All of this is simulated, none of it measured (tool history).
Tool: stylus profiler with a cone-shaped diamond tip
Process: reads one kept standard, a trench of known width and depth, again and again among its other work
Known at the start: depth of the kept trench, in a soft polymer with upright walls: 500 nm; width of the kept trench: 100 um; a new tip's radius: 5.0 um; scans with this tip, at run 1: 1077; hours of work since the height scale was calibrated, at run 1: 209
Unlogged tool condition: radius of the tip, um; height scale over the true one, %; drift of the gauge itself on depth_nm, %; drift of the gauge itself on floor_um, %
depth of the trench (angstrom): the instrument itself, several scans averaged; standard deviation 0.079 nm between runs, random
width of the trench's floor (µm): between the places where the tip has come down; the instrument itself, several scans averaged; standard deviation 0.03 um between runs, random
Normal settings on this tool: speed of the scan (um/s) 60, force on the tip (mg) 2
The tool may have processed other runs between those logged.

run     day  speed of the scan (um/s)  force on the tip (mg)  scans with this tip  hours of work since the height scale was calibrated  depth of the trench (angstrom)  width of the trench's floor (µm)
  1       0                        60                      2                 1077                                                  209                          5056.5                             95.27
  2   0.912                        60                      2                 1135                                                  220                          5057.5                             95.34
  3   2.121                        60                   1.16                 1213                                                  235                          5039.3                             95.15
  4   3.467                       209                   1.16                 1299                                                  252                          5040.3                             93.98
  5   4.208                       209                   1.16                 1346                                                  261                          5038.7                             93.98
  6   5.421                       209                   1.16                 1424                                                  276                          5040.3                             93.95
  7   6.529                        24                      2                 1495                                                  290                          5057.4                             95.49
  8   7.783                        60                   4.89                 1575                                                  305                            5103                             95.42
  9   8.525                        31                   1.62                 1623                                                  315                          5049.2                             95.47
 10   9.383                        31                   1.62                 1678                                                  325                          5049.3                             95.44
 11  10.133                        23                      2                 1726                                                  335                          5056.8                             95.52
 12  10.779                       157                   0.71                 1768                                                  343                          5029.3                             94.07
 13   11.85                        20                   1.13                 1836                                                  356                          5038.4                             95.49

Predict each of these 3 candidate next runs independently; none follows another, all start after run 13:
  A  13.029                        32                      1                 1912                                                  371                               ?                                 ?
  B  13.029                        52                      2                 1912                                                  371                               ?                                 ?
  C  13.029                       106                   2.33                 1912                                                  371                               ?                                 ?

run  depth of the trench (angstrom)  width of the trench's floor (µm)
  A                          5035.9                             95.35
  B                          5056.5                             95.31
  C                          5064.9                             95.08
With no hidden state in the tool, these same runs would have given:
run  depth of the trench (angstrom)  width of the trench's floor (µm)
  A                          5035.9                             95.35
  B                          5056.6                             95.31
  C                          5064.9                             95.08

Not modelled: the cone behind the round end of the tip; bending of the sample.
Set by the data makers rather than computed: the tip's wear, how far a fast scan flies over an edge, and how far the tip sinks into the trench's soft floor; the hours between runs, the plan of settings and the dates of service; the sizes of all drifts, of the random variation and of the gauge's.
